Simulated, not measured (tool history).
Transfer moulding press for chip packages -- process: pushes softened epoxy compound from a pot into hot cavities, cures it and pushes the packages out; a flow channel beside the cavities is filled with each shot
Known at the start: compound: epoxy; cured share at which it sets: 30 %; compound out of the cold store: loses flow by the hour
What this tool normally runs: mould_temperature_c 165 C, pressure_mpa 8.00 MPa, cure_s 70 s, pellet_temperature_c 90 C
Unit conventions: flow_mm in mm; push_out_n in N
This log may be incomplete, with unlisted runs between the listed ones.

run   hour  mould_temperature_c  pressure_mpa  cure_s  pellet_temperature_c  incoming compound's hours out of the cold store  flow_mm  push_out_n
  1    0.0                  165          8.00      70                    90                                             38.6      650         859
      24.1  -- cavities cleaned with cleaning compound and waxed
  2   29.5                  165          8.00      70                    90                                             29.6      673         659
      46.4  -- plunger's sealing rings changed
      84.7  -- cavities cleaned with cleaning compound and waxed
  3   85.2                  165          8.00      70                    90                                             24.4      711         591
  4  117.0                  165          8.00      70                    90                                             38.2      675         847
     141.5  -- cavities cleaned with cleaning compound and waxed
  5  175.7                  165          8.00      70                    90                                              8.3      749         970
     199.0  -- cavities cleaned with cleaning compound and waxed
  6  202.5                  165          8.00      70                    90                                             28.5      689         638
  7  240.1                  165          8.00      70                    90                                             45.1      642         879
     255.0  -- cavities cleaned with cleaning compound and waxed
  8  280.6                  165          8.00      78                    90                                             41.1      645         662
     313.2  -- cavities cleaned with cleaning compound and waxed
  9  313.2                  165          8.00      70                    90                                             21.9      687         585
     336.5  -- plunger's sealing rings changed
     373.0  -- cavities cleaned with cleaning compound and waxed
 10  374.2                  165          7.44      70                    90                                              9.2      728         646
 11  426.8                  163          9.22      70                    90                                             46.9      702        1120
     433.2  -- cavities cleaned with cleaning compound and waxed
 12  486.6                  165          8.00      67                    81                                             24.4      695        1229
     490.9  -- cavities cleaned with cleaning compound and waxed
 13  528.5                  159          7.08      89                    86                                             17.1      681         934
     548.9  -- cavities cleaned with cleaning compound and waxed
 14  586.1                  160          8.00      70                    90                                             14.4      721        1508
     607.1  -- cavities cleaned with cleaning compound and waxed
     626.7  -- plunger's sealing rings changed
 15  647.0                  169          7.21      84                    86                                              8.1      714         553
     667.2  -- cavities cleaned with cleaning compound and waxed
 16  699.1                  169          7.21      84                    86                                             39.9      626         536
     727.1  -- cavities cleaned with cleaning compound and waxed
 17  737.7                  169          7.21      84                    86                                             21.5      666         458
     784.1  -- cavities cleaned with cleaning compound and waxed
 18  795.9                  169          7.21      84                    86                                             35.3      627         453
 19  825.1                  165          8.00      70                    90                                             43.1      649         970
     843.0  -- cavities cleaned with cleaning compound and waxed
 20  885.3                  165          8.00      70                    83                                             43.7      640         985

5 options for the next run, each taken on its own from the tool as it stands now. Forecast them:
     902.3  -- cavities cleaned with cleaning compound and waxed
     916.1  -- plunger's sealing rings changed
  A  929.0                  165          8.00      70                    86                                             39.4        ?           ?
     902.3  -- cavities cleaned with cleaning compound and waxed
     916.1  -- plunger's sealing rings changed
  B  929.0                  161          8.00     105                    85                                             40.4        ?           ?
     902.3  -- cavities cleaned with cleaning compound and waxed
     916.1  -- plunger's sealing rings changed
  C  929.0                  165          8.00      54                    93                                             25.3        ?           ?
     902.3  -- cavities cleaned with cleaning compound and waxed
     916.1  -- plunger's sealing rings changed
  D  929.0                  159          6.86      70                    83                                             42.3        ?           ?
     902.3  -- cavities cleaned with cleaning compound and waxed
     916.1  -- plunger's sealing rings changed
  E  929.0                  165          8.13      70                    90                                             46.5        ?           ?

run  flow_mm  push_out_n
  A      679         913
  B      683         559
  C      715        1649
  D      639        1450
  E      668         861
Had the tool no hidden state, the same runs would have come out as:
run  flow_mm  push_out_n
  A      677         568
  B      681         368
  C      713        1043
  D      637         907
  E      667         534
